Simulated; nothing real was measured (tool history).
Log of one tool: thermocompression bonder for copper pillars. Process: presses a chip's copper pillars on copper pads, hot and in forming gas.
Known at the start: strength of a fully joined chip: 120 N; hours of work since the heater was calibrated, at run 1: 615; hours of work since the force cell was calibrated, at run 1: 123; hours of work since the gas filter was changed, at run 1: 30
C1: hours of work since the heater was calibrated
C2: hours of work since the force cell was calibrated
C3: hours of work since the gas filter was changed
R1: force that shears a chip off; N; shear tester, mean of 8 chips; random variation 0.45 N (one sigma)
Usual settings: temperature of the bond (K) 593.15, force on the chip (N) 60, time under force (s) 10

{"run": 1, "hour": 0.0, "temperature of the bond (K)": 593.15, "force on the chip (N)": 60, "time under force (s)": 10, "C1": 615, "C2": 123, "C3": 30, "R1": 79.9}
{"run": 2, "hour": 11.9, "temperature of the bond (K)": 593.15, "force on the chip (N)": 60, "time under force (s)": 10, "C1": 620, "C2": 129, "C3": 35, "R1": 79.9}
{"run": 3, "hour": 25.5, "temperature of the bond (K)": 593.15, "force on the chip (N)": 84, "time under force (s)": 10, "C1": 626, "C2": 135, "C3": 41, "R1": 100.1}
{"run": 4, "hour": 40.5, "temperature of the bond (K)": 593.15, "force on the chip (N)": 60, "time under force (s)": 10, "C1": 633, "C2": 142, "C3": 48, "R1": 80.4}
{"run": 5, "hour": 48.5, "temperature of the bond (K)": 593.15, "force on the chip (N)": 60, "time under force (s)": 10, "C1": 637, "C2": 146, "C3": 52, "R1": 80.4}
{"run": 6, "hour": 57.1, "temperature of the bond (K)": 577.15, "force on the chip (N)": 60, "time under force (s)": 10, "C1": 641, "C2": 150, "C3": 56, "R1": 68.2}
{"run": 7, "hour": 65.4, "temperature of the bond (K)": 577.15, "force on the chip (N)": 79, "time under force (s)": 10, "C1": 645, "C2": 154, "C3": 60, "R1": 85.7}
{"run": 8, "hour": 71.9, "temperature of the bond (K)": 593.15, "force on the chip (N)": 60, "time under force (s)": 16, "C1": 648, "C2": 157, "C3": 63, "R1": 90.4}

The next listed run, before its measurement:
{"run": 9, "hour": 85.4, "temperature of the bond (K)": 593.15, "force on the chip (N)": 60, "time under force (s)": 16, "C1": 654, "C2": 163, "C3": 69, "R1": "?"}

{"run 9": {"R1": 91.1}}
Without the tool's hidden state the same run would have given R1 89.9 N.
